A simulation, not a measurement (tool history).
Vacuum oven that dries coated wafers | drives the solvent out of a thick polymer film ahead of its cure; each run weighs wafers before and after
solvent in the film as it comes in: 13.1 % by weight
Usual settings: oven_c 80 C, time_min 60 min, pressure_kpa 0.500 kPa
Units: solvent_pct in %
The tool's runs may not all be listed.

Run 1, day 0.000: usual settings. Result: solvent_pct 1.183 %.
Run 2, day 0.717: usual settings. Result: solvent_pct 1.180 %.
Run 3, day 1.433: usual settings. Result: solvent_pct 1.172 %.
Run 4, day 2.008: usual settings. Result: solvent_pct 1.181 %.
Run 5, day 2.750: usual settings. Result: solvent_pct 1.173 %.
Run 6, day 3.154: usual settings. Result: solvent_pct 1.187 %.
Run 7, day 3.792: usual settings. Result: solvent_pct 1.173 %.
Run 8, day 4.329: usual settings. Result: solvent_pct 1.176 %.
Run 9, day 4.962: usual settings. Result: solvent_pct 1.175 %.
Run 10, day 5.754: usual settings but oven_c 88 C, time_min 89 min, pressure_kpa 0.314 kPa. Result: solvent_pct 0.140 %.
Run 11, day 6.192: usual settings but oven_c 88 C, time_min 57 min, pressure_kpa 0.431 kPa. Result: solvent_pct 0.402 %.
Run 12, day 6.929: usual settings but oven_c 91 C, pressure_kpa 0.463 kPa. Result: solvent_pct 0.243 %.
Run 13, day 7.588: usual settings but oven_c 91 C, time_min 53 min, pressure_kpa 0.463 kPa. Result: solvent_pct 0.320 %.
Run 14, day 8.046: usual settings but oven_c 73 C, time_min 82 min, pressure_kpa 0.463 kPa. Result: solvent_pct 1.535 %.
Run 15, day 8.671: usual settings but oven_c 73 C, time_min 82 min, pressure_kpa 0.463 kPa. Result: solvent_pct 1.536 %.

Forecast each of these 3 alternatives for the next run:
Run A, day 9.142: usual settings but oven_c 74 C, time_min 66 min, pressure_kpa 0.539 kPa. Result: solvent_pct ?.
Run B, day 9.142: usual settings but oven_c 67 C, pressure_kpa 1.238 kPa. Result: solvent_pct ?.
Run C, day 9.142: usual settings but oven_c 73 C, time_min 41 min, pressure_kpa 0.463 kPa. Result: solvent_pct ?.

run  solvent_pct
  A        1.992
  B        4.353
  C        3.895
Without the tool's hidden state the same runs would have given:
run  solvent_pct
  A        2.257
  B        4.692
  C        4.217
